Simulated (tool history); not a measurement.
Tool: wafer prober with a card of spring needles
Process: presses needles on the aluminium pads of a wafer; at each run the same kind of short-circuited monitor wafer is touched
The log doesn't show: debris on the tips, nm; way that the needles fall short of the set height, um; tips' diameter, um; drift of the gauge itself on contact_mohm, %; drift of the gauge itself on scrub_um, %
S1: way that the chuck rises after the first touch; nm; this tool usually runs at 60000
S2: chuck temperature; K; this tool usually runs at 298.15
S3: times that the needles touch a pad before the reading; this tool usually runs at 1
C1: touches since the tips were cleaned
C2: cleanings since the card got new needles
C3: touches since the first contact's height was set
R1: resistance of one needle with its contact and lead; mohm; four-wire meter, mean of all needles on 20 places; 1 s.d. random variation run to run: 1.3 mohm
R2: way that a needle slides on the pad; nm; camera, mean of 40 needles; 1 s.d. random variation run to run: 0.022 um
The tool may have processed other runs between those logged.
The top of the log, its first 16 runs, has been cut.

run,hour,S1,S2,S3,C1,C2,C3,R1,R2
# hour 163.2: tips cleaned on abrasive film
# hour 173.5: tips cleaned on abrasive film
17,175.7,60000,298.15,1,1377,20,9934,110,10440
# hour 184.3: tips cleaned on abrasive film
18,187.9,57000,385.15,1,2173,21,17218,122,9940
# hour 195.1: tips cleaned on abrasive film
19,196.4,68000,302.15,3,792,22,22272,109,11860
# hour 206.4: tips cleaned on abrasive film
20,211.5,60000,298.15,3,3092,23,31359,110,10430
# hour 218.0: tips cleaned on abrasive film
21,223.3,42000,298.15,3,3233,24,38418,118,7370
# hour 229.2: tips cleaned on abrasive film
22,231.6,68000,298.15,2,1444,25,43340,108,11850
# hour 240.5: tips cleaned on abrasive film
23,243.8,59000,306.15,1,1948,26,50640,110,10290
# hour 250.9: tips cleaned on abrasive film
24,257.1,59000,306.15,1,3787,27,58646,112,10280
# hour 261.1: tips cleaned on abrasive film
# hour 272.3: tips cleaned on abrasive film
25,273.8,59000,306.15,1,858,29,68566,110,10300
# hour 282.8: tips cleaned on abrasive film
26,284.4,48000,306.15,3,994,30,74938,114,8370
# hour 293.8: tips cleaned on abrasive film
27,301.0,48000,306.15,3,4326,31,84889,111,8400
# hour 305.0: tips cleaned on abrasive film
28,313.4,47000,332.15,1,5070,32,92312,122,8190
# hour 316.0: tips cleaned on abrasive film
# hour 327.0: tips cleaned on abrasive film
29,328.1,60000,298.15,2,665,34,101052,107,10480
# hour 337.4: tips cleaned on abrasive film
30,344.9,50000,323.15,2,4524,35,111161,115,8740
# hour 348.2: tips cleaned on abrasive film
31,353.5,50000,323.15,2,3183,36,116276,118,8730
# hour 359.3: tips cleaned on abrasive film
# hour 360.6: height of the first contact set anew
32,363.0,50000,323.15,2,2075,37,1489,118,8740
# hour 369.9: tips cleaned on abrasive film
33,371.0,62000,302.15,1,689,38,6264,112,10810

Branching from run 33: 3 alternative next runs. What would each branch give?
# hour 381.1: tips cleaned on abrasive film
A,387.4,78000,314.15,1,3791,39,16101,?,?
# hour 381.1: tips cleaned on abrasive film
B,387.4,63000,298.15,1,3791,39,16101,?,?
# hour 381.1: tips cleaned on abrasive film
C,387.4,62000,305.15,1,3791,39,16101,?,?

run,R1,R2
A,108,13590
B,109,10980
C,109,10810
With no hidden state in the tool, these same runs would have given:
run,R1,R2
A,108,13590
B,109,10980
C,108,10810
